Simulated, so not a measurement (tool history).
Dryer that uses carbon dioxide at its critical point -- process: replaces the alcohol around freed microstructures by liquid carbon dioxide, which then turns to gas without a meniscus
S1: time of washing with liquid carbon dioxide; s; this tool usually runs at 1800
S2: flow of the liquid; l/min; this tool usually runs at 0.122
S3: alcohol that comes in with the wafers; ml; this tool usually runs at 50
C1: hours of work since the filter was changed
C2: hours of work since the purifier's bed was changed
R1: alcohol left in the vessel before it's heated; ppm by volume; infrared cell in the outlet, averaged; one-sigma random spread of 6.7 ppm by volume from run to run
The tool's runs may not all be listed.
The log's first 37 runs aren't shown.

run,hour,S1,S2,S3,C1,C2,R1
38,1082.5,2340,0.139,36,315,529,60
39,1112.0,1500,0.122,60,335,548,1206
40,1146.7,1500,0.122,60,358,571,1223
41,1174.8,1500,0.105,29,376,590,1112
42,1205.5,1500,0.124,29,397,610,600
43,1226.5,1500,0.124,29,411,624,582
# hour 1236.4: inlet filter changed
44,1250.3,1500,0.147,22,9,639,194
45,1278.6,2100,0.147,29,28,657,68
46,1310.6,1080,0.147,44,49,679,1517
47,1346.5,1860,0.103,69,73,702,948

4 options for the next run, each taken on its own from the tool as it stands now. Forecast them:
A,1367.1,1200,0.150,69,86,716,?
B,1367.1,1080,0.122,59,86,716,?
C,1367.1,1860,0.182,38,86,716,?
D,1367.1,2040,0.082,69,86,716,?

run,R1
A,1390
B,3895
C,55
D,1667
Without the tool's hidden state the same runs would have given:
run,R1
A,1215
B,3568
C,11
D,1474

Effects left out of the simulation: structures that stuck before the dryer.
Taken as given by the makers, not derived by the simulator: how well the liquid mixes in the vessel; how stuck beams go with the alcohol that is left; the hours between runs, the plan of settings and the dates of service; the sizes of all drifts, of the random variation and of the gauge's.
